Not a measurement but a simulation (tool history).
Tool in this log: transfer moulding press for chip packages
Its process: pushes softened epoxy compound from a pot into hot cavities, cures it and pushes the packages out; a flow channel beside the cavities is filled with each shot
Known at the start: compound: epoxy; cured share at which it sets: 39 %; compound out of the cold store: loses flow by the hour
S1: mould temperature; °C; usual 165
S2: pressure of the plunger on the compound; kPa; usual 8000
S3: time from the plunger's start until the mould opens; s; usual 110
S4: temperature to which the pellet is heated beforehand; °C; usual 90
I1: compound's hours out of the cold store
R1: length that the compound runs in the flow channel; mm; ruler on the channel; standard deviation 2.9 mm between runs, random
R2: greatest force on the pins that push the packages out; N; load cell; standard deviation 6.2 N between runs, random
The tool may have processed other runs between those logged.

{"run": 1, "day": 0.0, "S1": 165, "S2": 8000, "S3": 110, "S4": 90, "I1": 9.9, "R1": 937, "R2": 341}
{"run": 2, "day": 0.375, "S1": 165, "S2": 8000, "S3": 110, "S4": 90, "I1": 8.6, "R1": 942, "R2": 377}
{"run": 3, "day": 0.621, "S1": 165, "S2": 8000, "S3": 110, "S4": 90, "I1": 11.1, "R1": 936, "R2": 389}
{"run": 4, "day": 1.008, "S1": 165, "S2": 7240, "S3": 110, "S4": 90, "I1": 25.6, "R1": 844, "R2": 415}
{"run": 5, "day": 1.408, "S1": 165, "S2": 7240, "S3": 110, "S4": 90, "I1": 26.6, "R1": 845, "R2": 424}
{"run": 6, "day": 1.788, "S1": 165, "S2": 8000, "S3": 149, "S4": 90, "I1": 10.4, "R1": 931, "R2": 406}
{"run": 7, "day": 2.125, "S1": 165, "S2": 8000, "S3": 149, "S4": 90, "I1": 24.9, "R1": 888, "R2": 430}
{"run": 8, "day": 2.479, "S1": 165, "S2": 8000, "S3": 149, "S4": 90, "I1": 23.4, "R1": 896, "R2": 432}
{"day": 2.629, "done": "cavities cleaned with cleaning compound and waxed"}
{"run": 9, "day": 2.738, "S1": 165, "S2": 8000, "S3": 149, "S4": 90, "I1": 13.8, "R1": 923, "R2": 225}
{"run": 10, "day": 2.954, "S1": 167, "S2": 7870, "S3": 135, "S4": 93, "I1": 18.8, "R1": 888, "R2": 259}
{"run": 11, "day": 3.142, "S1": 167, "S2": 7870, "S3": 135, "S4": 93, "I1": 31.7, "R1": 852, "R2": 267}
{"run": 12, "day": 3.542, "S1": 167, "S2": 6020, "S3": 110, "S4": 90, "I1": 8.5, "R1": 800, "R2": 309}
{"run": 13, "day": 3.8, "S1": 167, "S2": 9250, "S3": 108, "S4": 90, "I1": 28.6, "R1": 932, "R2": 330}
{"run": 14, "day": 4.092, "S1": 165, "S2": 9490, "S3": 110, "S4": 100, "I1": 42.0, "R1": 921, "R2": 367}
{"run": 15, "day": 4.454, "S1": 163, "S2": 9490, "S3": 130, "S4": 98, "I1": 33.1, "R1": 943, "R2": 368}
{"run": 16, "day": 4.762, "S1": 173, "S2": 8580, "S3": 110, "S4": 90, "I1": 47.7, "R1": 828, "R2": 369}
{"run": 17, "day": 5.079, "S1": 173, "S2": 6670, "S3": 110, "S4": 91, "I1": 39.1, "R1": 749, "R2": 379}

A few steps of R1 between consecutive runs. Split each: what settings, incoming material and random variation would produce without the hidden state, and what is left over for the hidden state, along with gauge scatter present in only one of the two compared results (measured, and without hidden state):
What the log doesn't record here: true mould temperature over the reading, C; pressure that reaches the compound, % of what is set; grip of the stained cavities, % over clean ones'; drift of the gauge itself on flow_mm, %; drift of the gauge itself on push_out_n, %.
Run 12 -> 13: S2 6020 -> 9250, S3 110 -> 108. R1 +132 mm: hidden state -7, all else +139.
